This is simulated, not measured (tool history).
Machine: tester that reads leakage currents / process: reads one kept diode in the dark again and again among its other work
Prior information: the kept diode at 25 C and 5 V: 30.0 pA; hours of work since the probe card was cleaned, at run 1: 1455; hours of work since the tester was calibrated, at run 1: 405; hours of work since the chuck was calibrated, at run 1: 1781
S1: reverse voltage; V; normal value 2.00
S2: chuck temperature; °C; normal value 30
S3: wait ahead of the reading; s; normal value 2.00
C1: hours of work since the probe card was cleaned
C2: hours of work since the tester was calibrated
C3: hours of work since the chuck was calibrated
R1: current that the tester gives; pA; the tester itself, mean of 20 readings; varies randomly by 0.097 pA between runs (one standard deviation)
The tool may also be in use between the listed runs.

{"run": 1, "hour": 0.0, "S1": 2.0, "S2": 30, "S3": 2.0, "C1": 1455, "C2": 405, "C3": 1781, "R1": 34.65}
{"run": 2, "hour": 37.9, "S1": 2.0, "S2": 30, "S3": 2.0, "C1": 1478, "C2": 428, "C3": 1804, "R1": 34.5}
{"run": 3, "hour": 74.9, "S1": 2.0, "S2": 30, "S3": 2.0, "C1": 1501, "C2": 451, "C3": 1827, "R1": 34.55}
{"run": 4, "hour": 96.8, "S1": 2.0, "S2": 30, "S3": 2.0, "C1": 1514, "C2": 464, "C3": 1840, "R1": 34.69}
{"run": 5, "hour": 124.0, "S1": 2.0, "S2": 29, "S3": 2.0, "C1": 1531, "C2": 481, "C3": 1857, "R1": 32.47}
{"run": 6, "hour": 163.6, "S1": 2.0, "S2": 30, "S3": 2.0, "C1": 1555, "C2": 505, "C3": 1881, "R1": 34.95}
{"run": 7, "hour": 212.9, "S1": 8.34, "S2": 30, "S3": 2.0, "C1": 1585, "C2": 535, "C3": 1911, "R1": 78.78}
{"run": 8, "hour": 236.1, "S1": 8.34, "S2": 30, "S3": 2.0, "C1": 1600, "C2": 550, "C3": 1925, "R1": 79.22}
{"run": 9, "hour": 263.2, "S1": 8.34, "S2": 30, "S3": 2.0, "C1": 1616, "C2": 566, "C3": 1942, "R1": 79.0}
{"run": 10, "hour": 311.8, "S1": 8.34, "S2": 30, "S3": 2.0, "C1": 1646, "C2": 596, "C3": 1972, "R1": 80.07}
{"hour": 355.1, "done": "chuck's temperature calibrated"}
{"run": 11, "hour": 355.9, "S1": 2.0, "S2": 30, "S3": 0.4, "C1": 1672, "C2": 622, "C3": 1, "R1": 32.73}
{"run": 12, "hour": 382.0, "S1": 3.22, "S2": 43, "S3": 0.4, "C1": 1688, "C2": 638, "C3": 17, "R1": 96.24}
{"run": 13, "hour": 419.5, "S1": 3.22, "S2": 43, "S3": 0.4, "C1": 1710, "C2": 660, "C3": 39, "R1": 97.06}
{"run": 14, "hour": 466.4, "S1": 2.0, "S2": 22, "S3": 2.0, "C1": 1739, "C2": 689, "C3": 68, "R1": 19.11}
{"hour": 473.6, "done": "probe card cleaned and baked"}
{"run": 15, "hour": 491.6, "S1": 2.0, "S2": 22, "S3": 2.0, "C1": 11, "C2": 703, "C3": 82, "R1": 21.16}
{"run": 16, "hour": 530.6, "S1": 19.1, "S2": 39, "S3": 2.0, "C1": 35, "C2": 727, "C3": 105, "R1": 219.88}
{"run": 17, "hour": 551.9, "S1": 2.0, "S2": 22, "S3": 2.14, "C1": 48, "C2": 740, "C3": 119, "R1": 21.2}
{"hour": 590.1, "done": "probe card cleaned and baked, once more"}
{"run": 18, "hour": 590.1, "S1": 1.19, "S2": 21, "S3": 1.29, "C1": 0, "C2": 761, "C3": 140, "R1": 11.21}
{"run": 19, "hour": 620.6, "S1": 2.45, "S2": 21, "S3": 0.69, "C1": 19, "C2": 780, "C3": 159, "R1": 16.76}
{"run": 20, "hour": 664.9, "S1": 2.45, "S2": 28, "S3": 0.46, "C1": 46, "C2": 807, "C3": 186, "R1": 28.73}
{"run": 21, "hour": 688.5, "S1": 3.36, "S2": 48, "S3": 1.09, "C1": 60, "C2": 821, "C3": 200, "R1": 129.25}
{"run": 22, "hour": 719.0, "S1": 5.82, "S2": 48, "S3": 0.86, "C1": 79, "C2": 840, "C3": 219, "R1": 171.65}

Results for each run, recomputed without the tool's hidden state and with each run's random variation untouched:
What the log doesn't record here: stray current of the dirty probe card, pA a volt; current scale over the true one, %; true chuck temperature over the reading, C; drift of the gauge itself on leakage_pa, %.
run=1 R1=28.00
run=2 R1=27.79
run=3 R1=27.75
run=4 R1=27.82
run=5 R1=25.80
run=6 R1=27.91
run=7 R1=57.56
run=8 R1=57.73
run=9 R1=57.39
run=10 R1=57.95
run=11 R1=29.11
run=12 R1=89.90
run=13 R1=90.49
run=14 R1=15.43
run=15 R1=15.45
run=16 R1=165.31
run=17 R1=15.41
run=18 R1=10.98
run=19 R1=16.35
run=20 R1=27.98
run=21 R1=126.30
run=22 R1=167.38
